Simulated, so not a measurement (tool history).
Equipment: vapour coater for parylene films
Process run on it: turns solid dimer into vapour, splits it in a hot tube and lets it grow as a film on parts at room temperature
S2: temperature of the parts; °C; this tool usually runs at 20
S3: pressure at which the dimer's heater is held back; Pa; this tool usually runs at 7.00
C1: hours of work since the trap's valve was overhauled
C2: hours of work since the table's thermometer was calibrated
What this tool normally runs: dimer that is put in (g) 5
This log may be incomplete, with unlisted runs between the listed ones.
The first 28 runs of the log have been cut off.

{"day": 48.558, "done": "trap's valve overhauled"}
{"run": 29, "day": 48.742, "dimer that is put in (g)": 7, "S2": 29, "S3": 2.62, "C1": 2, "C2": 219, "thickness of the film (nm)": 1340}
{"run": 30, "day": 50.475, "dimer that is put in (g)": 6, "S2": 16, "S3": 7.0, "C1": 23, "C2": 240, "thickness of the film (nm)": 1950}
{"run": 31, "day": 51.612, "dimer that is put in (g)": 5, "S2": 21, "S3": 7.0, "C1": 37, "C2": 253, "thickness of the film (nm)": 1240}
{"run": 32, "day": 52.646, "dimer that is put in (g)": 4, "S2": 21, "S3": 9.73, "C1": 49, "C2": 266, "thickness of the film (nm)": 1060}
{"run": 33, "day": 54.342, "dimer that is put in (g)": 3, "S2": 20, "S3": 7.0, "C1": 70, "C2": 286, "thickness of the film (nm)": 790}
{"run": 34, "day": 55.662, "dimer that is put in (g)": 5, "S2": 23, "S3": 7.0, "C1": 86, "C2": 302, "thickness of the film (nm)": 1110}
{"run": 35, "day": 56.712, "dimer that is put in (g)": 4, "S2": 14, "S3": 7.0, "C1": 99, "C2": 315, "thickness of the film (nm)": 1320}
{"run": 36, "day": 58.017, "dimer that is put in (g)": 2, "S2": 15, "S3": 2.32, "C1": 114, "C2": 331, "thickness of the film (nm)": 670}

Consider 3 possible next runs. They are alternatives, not a sequence: every one starts from the tool as it was left by run 36. What does each give?
{"run": "A", "day": 59.346, "dimer that is put in (g)": 7, "S2": 15, "S3": 2.32, "C1": 130, "C2": 347, "thickness of the film (nm)": "?"}
{"run": "B", "day": 59.346, "dimer that is put in (g)": 6, "S2": 15, "S3": 6.19, "C1": 130, "C2": 347, "thickness of the film (nm)": "?"}
{"run": "C", "day": 59.346, "dimer that is put in (g)": 2, "S2": 13, "S3": 2.32, "C1": 130, "C2": 347, "thickness of the film (nm)": "?"}

run=A thickness_of_the_film_(nm)=2390
run=B thickness_of_the_film_(nm)=1940
run=C thickness_of_the_film_(nm)=730
Had the tool no hidden state, the same runs would have come out as:
run=A thickness_of_the_film_(nm)=2580
run=B thickness_of_the_film_(nm)=2100
run=C thickness_of_the_film_(nm)=790
